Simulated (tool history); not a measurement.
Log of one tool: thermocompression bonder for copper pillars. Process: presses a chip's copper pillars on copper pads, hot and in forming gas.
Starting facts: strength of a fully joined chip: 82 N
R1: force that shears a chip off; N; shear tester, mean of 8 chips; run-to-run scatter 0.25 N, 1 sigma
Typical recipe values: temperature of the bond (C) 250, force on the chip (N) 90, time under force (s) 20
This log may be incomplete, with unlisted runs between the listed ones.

Run 1, hour 0.0: usual settings. Result: R1 31.5 N.
Run 2, hour 64.6: usual settings. Result: R1 31.3 N.
Run 3, hour 161.5: usual settings. Result: R1 31.5 N.
Run 4, hour 225.3: usual settings. Result: R1 31.4 N.
Run 5, hour 316.6: usual settings but time under force (s) 22. Result: R1 32.5 N.
Run 6, hour 416.6: usual settings but time under force (s) 22. Result: R1 32.8 N.
Run 7, hour 473.4: usual settings but time under force (s) 22. Result: R1 32.2 N.
Run 8, hour 561.5: usual settings but temperature of the bond (C) 261, time under force (s) 10. Result: R1 26.9 N.
Run 9, hour 640.0: usual settings but force on the chip (N) 84. Result: R1 29.9 N.
Run 10, hour 711.8: usual settings but force on the chip (N) 84. Result: R1 29.9 N.
Run 11, hour 773.3: usual settings but temperature of the bond (C) 246, force on the chip (N) 84. Result: R1 28.6 N.

Missing from the log above: 2 entries noted between runs. For each, name the pair of listed runs it sits between and say how the tool's hidden condition differs from the listed run just before to the listed run just after:
Runs 5 to 6: heater calibrated with a thermocouple chip (hour 324.8); forming gas filter changed (hour 346.8)
  true temperature of the bond over the reading, C: 0.6 -> 0.1; oxide that the forming gas leaves, % of the face: 0.71 -> 0.53

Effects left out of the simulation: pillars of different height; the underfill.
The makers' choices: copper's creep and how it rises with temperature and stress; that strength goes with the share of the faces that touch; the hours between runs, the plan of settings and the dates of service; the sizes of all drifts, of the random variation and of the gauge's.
